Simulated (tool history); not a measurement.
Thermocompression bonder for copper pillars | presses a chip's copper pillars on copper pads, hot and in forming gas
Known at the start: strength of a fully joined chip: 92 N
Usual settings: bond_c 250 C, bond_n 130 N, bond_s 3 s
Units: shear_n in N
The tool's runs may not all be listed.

Run 1, hour 0.0: usual settings. Result: shear_n 32.5 N.
Run 2, hour 14.4: usual settings. Result: shear_n 33.0 N.
Run 3, hour 29.5: usual settings. Result: shear_n 32.8 N.
Run 4, hour 45.3: usual settings. Result: shear_n 33.7 N.
Run 5, hour 53.7: usual settings. Result: shear_n 33.3 N.
Run 6, hour 68.1: usual settings. Result: shear_n 33.1 N.
Run 7, hour 79.6: usual settings but bond_c 277 C. Result: shear_n 48.5 N.
Run 8, hour 90.4: usual settings but bond_c 277 C. Result: shear_n 49.2 N.
Run 9, hour 100.9: usual settings but bond_c 277 C. Result: shear_n 48.3 N.
Run 10, hour 118.1: usual settings but bond_c 277 C. Result: shear_n 48.3 N.
Run 11, hour 131.8: usual settings but bond_c 277 C. Result: shear_n 47.9 N.
Run 12, hour 145.0: usual settings but bond_c 277 C. Result: shear_n 47.9 N.
Run 13, hour 156.5: usual settings but bond_c 277 C. Result: shear_n 48.5 N.
At hour 161.2: forming gas filter changed.
Run 14, hour 170.5: usual settings but bond_c 277 C. Result: shear_n 49.3 N.
Run 15, hour 187.7: usual settings but bond_n 109 N. Result: shear_n 27.6 N.
Run 16, hour 198.0: usual settings but bond_c 275 C. Result: shear_n 48.0 N.
Run 17, hour 216.1: usual settings. Result: shear_n 34.2 N.
Run 18, hour 231.4: usual settings. Result: shear_n 33.4 N.
Run 19, hour 245.5: usual settings. Result: shear_n 33.0 N.
Run 20, hour 258.6: usual settings. Result: shear_n 32.9 N.
Run 21, hour 267.8: usual settings but bond_c 262 C. Result: shear_n 40.1 N.
Run 22, hour 284.1: usual settings but bond_c 239 C, bond_s 6 s. Result: shear_n 36.1 N.
Run 23, hour 296.2: usual settings but bond_c 249 C, bond_n 99 N, bond_s 2 s. Result: shear_n 20.6 N.
At hour 299.2: heater calibrated with a thermocouple chip.
Run 24, hour 316.0: usual settings but bond_c 249 C, bond_n 99 N, bond_s 2 s. Result: shear_n 19.4 N.
Run 25, hour 334.8: usual settings but bond_c 249 C, bond_n 99 N, bond_s 2 s. Result: shear_n 20.0 N.
Run 26, hour 348.8: usual settings but bond_c 260 C, bond_n 132 N. Result: shear_n 38.9 N.
Run 27, hour 366.9: usual settings but bond_c 279 C, bond_n 85 N. Result: shear_n 32.0 N.
Run 28, hour 377.1: usual settings but bond_n 168 N, bond_s 7 s. Result: shear_n 55.0 N.
At hour 384.8: heater calibrated with a thermocouple chip, once more.
Run 29, hour 389.1: usual settings but bond_c 266 C, bond_n 106 N. Result: shear_n 34.9 N.
Run 30, hour 408.2: usual settings but bond_c 240 C, bond_n 88 N, bond_s 2 s. Result: shear_n 15.6 N.
Run 31, hour 425.1: usual settings but bond_c 239 C, bond_n 179 N, bond_s 2 s. Result: shear_n 34.0 N.
Run 32, hour 437.0: usual settings but bond_c 239 C, bond_n 166 N, bond_s 2 s. Result: shear_n 32.0 N.
Run 33, hour 456.5: usual settings but bond_n 123 N, bond_s 5 s. Result: shear_n 39.4 N.
Run 34, hour 472.8: usual settings but bond_n 123 N, bond_s 5 s. Result: shear_n 39.2 N.
Run 35, hour 488.7: usual settings but bond_n 123 N, bond_s 5 s. Result: shear_n 40.4 N.
Run 36, hour 498.2: usual settings but bond_n 187 N, bond_s 4 s. Result: shear_n 53.1 N.
At hour 509.6: forming gas filter changed.
Run 37, hour 512.7: usual settings but bond_c 222 C, bond_n 183 N. Result: shear_n 31.6 N.
Run 38, hour 532.0: usual settings but bond_c 222 C, bond_n 183 N, bond_s 2 s. Result: shear_n 26.4 N.
Run 39, hour 548.4: usual settings but bond_c 222 C, bond_n 183 N, bond_s 2 s. Result: shear_n 27.1 N.

Measured less the same run without the tool's hidden state. The same run-to-run variation is in both; the gauge's scatter may not be:
The hidden state here: true temperature of the bond over the reading, C; force that reaches the chip, % of what is set; oxide that the forming gas leaves, % of the face; drift of the gauge itself on shear_n, %.
run  shear_n
  1     -1.2
  2     -1.2
  3     -1.3
  4     -1.4
  5     -1.3
  6     -1.4
  7     -1.9
  8     -2.0
  9     -2.1
 10     -2.2
 11     -2.3
 12     -2.4
 13     -2.5
 14     -0.9
 15     -0.8
 16     -1.0
 17     -1.0
 18     -1.1
 19     -1.2
 20     -1.2
 21     -1.5
 22     -1.6
 23     -1.0
 24     -1.4
 25     -1.4
 26     -2.4
 27     -2.1
 28     -3.3
 29     +0.2
 30     +0.2
 31     +0.1
 32     +0.0
 33     -0.1
 34     -0.3
 35     -0.4
 36     -0.8
 37     +0.9
 38     +0.7
 39     +0.7
